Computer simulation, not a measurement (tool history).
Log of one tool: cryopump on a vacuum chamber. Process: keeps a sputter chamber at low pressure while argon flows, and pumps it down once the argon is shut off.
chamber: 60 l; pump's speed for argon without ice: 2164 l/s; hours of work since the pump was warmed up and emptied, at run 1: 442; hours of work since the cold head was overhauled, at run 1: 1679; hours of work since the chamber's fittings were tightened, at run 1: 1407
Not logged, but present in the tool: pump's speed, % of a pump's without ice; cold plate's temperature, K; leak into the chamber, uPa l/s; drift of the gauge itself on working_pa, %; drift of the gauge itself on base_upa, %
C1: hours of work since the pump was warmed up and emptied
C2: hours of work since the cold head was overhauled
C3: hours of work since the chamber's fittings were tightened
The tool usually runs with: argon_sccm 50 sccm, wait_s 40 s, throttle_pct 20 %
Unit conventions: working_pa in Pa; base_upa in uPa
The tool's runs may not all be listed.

Run 1, hour 0.0: usual settings; C1 442; C2 1679; C3 1407. Result: working_pa 0.1979 Pa, base_upa 1.91 uPa.
Run 2, hour 127.0: usual settings; C1 510; C2 1747; C3 1475. Result: working_pa 0.1972 Pa, base_upa 1.98 uPa.
Run 3, hour 217.1: usual settings; C1 558; C2 1795; C3 1523. Result: working_pa 0.1994 Pa, base_upa 2.04 uPa.
Run 4, hour 338.7: usual settings; C1 622; C2 1860; C3 1588. Result: working_pa 0.1992 Pa, base_upa 2.03 uPa.
Run 5, hour 464.0: usual settings; C1 689; C2 1927; C3 1655. Result: working_pa 0.1999 Pa, base_upa 1.98 uPa.
Run 6, hour 561.7: usual settings; C1 741; C2 1979; C3 1707. Result: working_pa 0.2006 Pa, base_upa 2.06 uPa.
Run 7, hour 679.6: usual settings; C1 804; C2 2042; C3 1770. Result: working_pa 0.2003 Pa, base_upa 2.06 uPa.
Run 8, hour 733.5: usual settings; C1 833; C2 2071; C3 1798. Result: working_pa 0.2020 Pa, base_upa 2.08 uPa.
At hour 833.4: leaking fittings of the chamber tightened, without venting.
Run 9, hour 844.6: usual settings but argon_sccm 68 sccm; C1 891; C2 2129; C3 6. Result: working_pa 0.2750 Pa, base_upa 1.64 uPa.
Run 10, hour 908.0: usual settings but argon_sccm 20 sccm, wait_s 48 s; C1 925; C2 2163; C3 40. Result: working_pa 0.0809 Pa, base_upa 1.35 uPa.
Run 11, hour 962.8: usual settings but argon_sccm 20 sccm, wait_s 48 s; C1 954; C2 2192; C3 69. Result: working_pa 0.0811 Pa, base_upa 1.37 uPa.
Run 12, hour 1028.0: usual settings but argon_sccm 31 sccm, throttle_pct 39 %; C1 989; C2 2227; C3 104. Result: working_pa 0.0678 Pa, base_upa 1.66 uPa.
Run 13, hour 1145.2: usual settings but argon_sccm 31 sccm, throttle_pct 39 %; C1 1052; C2 2289; C3 166. Result: working_pa 0.0674 Pa, base_upa 1.64 uPa.
Run 14, hour 1239.8: usual settings but argon_sccm 31 sccm, throttle_pct 39 %; C1 1102; C2 2340; C3 217. Result: working_pa 0.0668 Pa, base_upa 1.66 uPa.
Run 15, hour 1303.7: usual settings but argon_sccm 31 sccm, throttle_pct 38 %; C1 1136; C2 2374; C3 251. Result: working_pa 0.0689 Pa, base_upa 1.68 uPa.
Run 16, hour 1366.4: usual settings but argon_sccm 56 sccm, wait_s 41 s, throttle_pct 16 %; C1 1170; C2 2407; C3 284. Result: working_pa 0.2851 Pa, base_upa 1.65 uPa.
At hour 1410.4: pump warmed up, emptied and cooled again.
Run 17, hour 1487.1: usual settings but argon_sccm 56 sccm, wait_s 41 s, throttle_pct 16 %; C1 41; C2 2469; C3 346. Result: working_pa 0.2774 Pa, base_upa 1.64 uPa.

What if the next run were any one of these 3? Each begins from the tool's condition after run 17:
Run A, hour 1579.9: usual settings but argon_sccm 28 sccm, wait_s 186 s, throttle_pct 23 %; C1 90; C2 2518; C3 396. Result: working_pa ?, base_upa ?.
Run B, hour 1579.9: usual settings but argon_sccm 48 sccm, wait_s 27 s; C1 90; C2 2518; C3 396. Result: working_pa ?, base_upa ?.
Run C, hour 1579.9: usual settings but argon_sccm 83 sccm, wait_s 160 s, throttle_pct 22 %; C1 90; C2 2518; C3 396. Result: working_pa ?, base_upa ?.

run  working_pa  base_upa
  A      0.0964      0.57
  B      0.1894      2.44
  C      0.2992      0.60
What these runs would have given with no unlogged condition in the tool:
run  working_pa  base_upa
  A      0.0951      0.44
  B      0.1872      2.31
  C      0.2955      0.48
